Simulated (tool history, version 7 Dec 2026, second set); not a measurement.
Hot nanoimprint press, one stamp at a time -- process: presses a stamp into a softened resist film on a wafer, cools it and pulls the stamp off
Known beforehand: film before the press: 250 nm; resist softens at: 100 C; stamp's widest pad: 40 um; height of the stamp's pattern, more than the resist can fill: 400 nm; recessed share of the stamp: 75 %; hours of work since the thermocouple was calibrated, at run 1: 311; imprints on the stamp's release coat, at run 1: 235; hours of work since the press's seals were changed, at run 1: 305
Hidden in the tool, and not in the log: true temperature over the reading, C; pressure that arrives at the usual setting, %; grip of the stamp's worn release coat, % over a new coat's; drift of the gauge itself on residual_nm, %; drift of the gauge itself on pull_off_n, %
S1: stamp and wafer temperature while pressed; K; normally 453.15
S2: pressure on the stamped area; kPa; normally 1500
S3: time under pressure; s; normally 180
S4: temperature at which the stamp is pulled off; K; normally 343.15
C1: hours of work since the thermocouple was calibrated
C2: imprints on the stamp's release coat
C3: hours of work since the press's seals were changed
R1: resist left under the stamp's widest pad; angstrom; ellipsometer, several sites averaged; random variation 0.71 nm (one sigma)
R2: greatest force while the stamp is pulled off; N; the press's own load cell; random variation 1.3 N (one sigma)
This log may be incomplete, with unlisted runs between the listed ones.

run   hour      S1    S2   S3      S4   C1   C2   C3    R1   R2
  1      0  453.15  1500  180  343.15  311  235  305  1460  217
  2   20.4  453.15  1050  180  343.15  325  338  319  1736  217
  3   45.5  453.15  1050  180  343.15  343  463  337  1715  224
  4   68.4  458.15  1050  180  343.15  359  578  353  1544  225
  5     89  458.15  1200  180  343.15  374  682  368  1448  228
       111  -- stamp cleaned and given a new release coat
  6  113.9  458.15  1200  180  343.15  388   15  382  1459  212
  7  130.6  465.15  1500  180  343.15  400   98  394  1072  212
  8  146.3  454.15  1500  180  343.15  411  177  405  1440  214
  9  158.4  464.15  1500  180  343.15  419  238  413  1092  216
 10  174.9  453.15  1500  131  332.15  431  321  425  1621  239
 11  195.7  453.15  1500  131  332.15  446  425  440  1622  244
 12  207.8  453.15  1500  131  332.15  455  486  449  1602  246
 13    230  453.15  1760  131  332.15  470  597  464  1516  248
 14  251.1  456.15  1090  140  347.15  485  704  479  1715  220
     267.8  -- stamp cleaned and given a new release coat
 15  275.7  456.15   990  140  350.15  499   40  493  1785  199
 16  291.9  456.15   990  140  350.15  510  121  504  1779  200
     300.1  -- plate thermocouple calibrated
 17  313.4  456.15  2250  140  350.15   10  214  517  1147  199
 18  331.8  456.15  1610  218  350.15   23  306  531  1199  201

Below are 3 alternative next runs, each starting from the tool's condition after run 18. Predict each:
  A  349.1  453.15  1500   91  343.15  35  393  543   ?   ?
  B  349.1  453.15  1500  191  340.15  35  393  543   ?   ?
  C  349.1  447.15  1500  110  333.15  35  393  543   ?   ?

run    R1   R2
  A  1722  217
  B  1406  221
  C  1845  238
What these runs would have given with no unlogged condition in the tool:
run    R1   R2
  A  1687  206
  B  1371  210
  C  1812  227
